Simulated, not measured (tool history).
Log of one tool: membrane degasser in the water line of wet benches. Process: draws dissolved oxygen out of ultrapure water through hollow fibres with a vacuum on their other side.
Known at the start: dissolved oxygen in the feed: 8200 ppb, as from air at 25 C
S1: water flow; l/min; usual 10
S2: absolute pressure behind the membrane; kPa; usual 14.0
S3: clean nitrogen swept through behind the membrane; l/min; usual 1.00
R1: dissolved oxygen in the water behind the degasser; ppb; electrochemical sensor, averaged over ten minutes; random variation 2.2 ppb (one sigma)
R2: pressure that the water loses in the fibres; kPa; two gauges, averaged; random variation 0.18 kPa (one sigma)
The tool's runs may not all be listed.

run 1 hour=0.0 | S1=10 S2=14.0 S3=1.00 | R1=300.8 R2=35.24
run 2 hour=70.7 | S1=10 S2=14.0 S3=1.00 | R1=301.9 R2=34.96
run 3 hour=106.8 | S1=10 S2=27.5 S3=1.00 | R1=585.7 R2=35.02
run 4 hour=176.0 | S1=10 S2=14.0 S3=1.00 | R1=305.4 R2=35.03
run 5 hour=229.0 | S1=10 S2=14.0 S3=1.00 | R1=303.3 R2=35.50
run 6 hour=304.3 | S1=10 S2=14.0 S3=1.00 | R1=305.0 R2=35.02
run 7 hour=380.4 | S1=10 S2=14.0 S3=1.00 | R1=298.5 R2=35.07
run 8 hour=421.2 | S1=10 S2=17.3 S3=1.00 | R1=383.4 R2=35.23
run 9 hour=498.3 | S1=10 S2=17.3 S3=1.00 | R1=375.6 R2=34.88
run 10 hour=566.0 | S1=10 S2=14.0 S3=1.00 | R1=302.7 R2=35.24
run 11 hour=622.6 | S1=10 S2=14.0 S3=1.00 | R1=304.8 R2=35.03
run 12 hour=685.6 | S1=10 S2=14.0 S3=1.00 | R1=299.8 R2=35.34
-- hour=731.8 seals of the vacuum lines changed
run 13 hour=747.2 | S1=10 S2=14.0 S3=1.00 | R1=301.3 R2=35.10
run 14 hour=821.8 | S1=10 S2=14.0 S3=1.00 | R1=297.3 R2=35.06
run 15 hour=882.6 | S1=10 S2=14.0 S3=1.00 | R1=293.5 R2=35.03
run 16 hour=940.9 | S1=10 S2=14.0 S3=0.58 | R1=449.5 R2=35.17
-- hour=946.7 vacuum gauge calibrated
run 17 hour=987.1 | S1=10 S2=14.0 S3=0.58 | R1=449.3 R2=35.26
run 18 hour=1053.5 | S1=10 S2=14.0 S3=0.41 | R1=597.4 R2=35.41
run 19 hour=1111.0 | S1=10 S2=22.5 S3=1.32 | R1=386.9 R2=35.01
run 20 hour=1165.8 | S1=10 S2=22.5 S3=1.32 | R1=381.1 R2=35.31
run 21 hour=1215.4 | S1=14 S2=9.8 S3=0.87 | R1=386.6 R2=49.44
run 22 hour=1259.0 | S1=12 S2=8.5 S3=1.00 | R1=241.2 R2=42.30
-- hour=1319.5 vacuum gauge calibrated, once more
run 23 hour=1330.6 | S1=12 S2=8.5 S3=1.00 | R1=240.2 R2=42.12
run 24 hour=1401.6 | S1=16 S2=18.3 S3=0.93 | R1=747.1 R2=56.78
run 25 hour=1455.6 | S1=16 S2=18.3 S3=0.93 | R1=749.3 R2=56.37
run 26 hour=1520.8 | S1=16 S2=13.5 S3=0.67 | R1=720.0 R2=56.48
run 27 hour=1595.0 | S1=16 S2=13.2 S3=1.52 | R1=456.5 R2=56.18
run 28 hour=1628.1 | S1=16 S2=13.2 S3=1.52 | R1=455.9 R2=56.64
run 29 hour=1687.0 | S1=6 S2=14.0 S3=0.96 | R1=165.6 R2=21.36
run 30 hour=1758.2 | S1=6 S2=14.0 S3=0.96 | R1=165.7 R2=21.27
run 31 hour=1837.7 | S1=6 S2=14.0 S3=0.96 | R1=167.7 R2=21.27

5 ways to go on from here, each from the tool as it stands after run 31. What would each give?
run A hour=1888.6 | S1=9 S2=11.2 S3=0.89 | R1=? R2=?
run B hour=1888.6 | S1=12 S2=10.1 S3=0.64 | R1=? R2=?
run C hour=1888.6 | S1=12 S2=14.0 S3=0.40 | R1=? R2=?
run D hour=1888.6 | S1=15 S2=14.0 S3=0.96 | R1=? R2=?
run E hour=1888.6 | S1=10 S2=14.0 S3=2.37 | R1=? R2=?

run=A R1=220.3 R2=31.72
run=B R1=373.8 R2=42.65
run=C R1=731.4 R2=42.53
run=D R1=547.3 R2=53.26
run=E R1=158.3 R2=35.24
Without the tool's hidden state the same runs would have given:
run=A R1=216.1 R2=31.17
run=B R1=365.4 R2=41.92
run=C R1=722.8 R2=41.81
run=D R1=534.6 R2=52.35
run=E R1=153.5 R2=34.63

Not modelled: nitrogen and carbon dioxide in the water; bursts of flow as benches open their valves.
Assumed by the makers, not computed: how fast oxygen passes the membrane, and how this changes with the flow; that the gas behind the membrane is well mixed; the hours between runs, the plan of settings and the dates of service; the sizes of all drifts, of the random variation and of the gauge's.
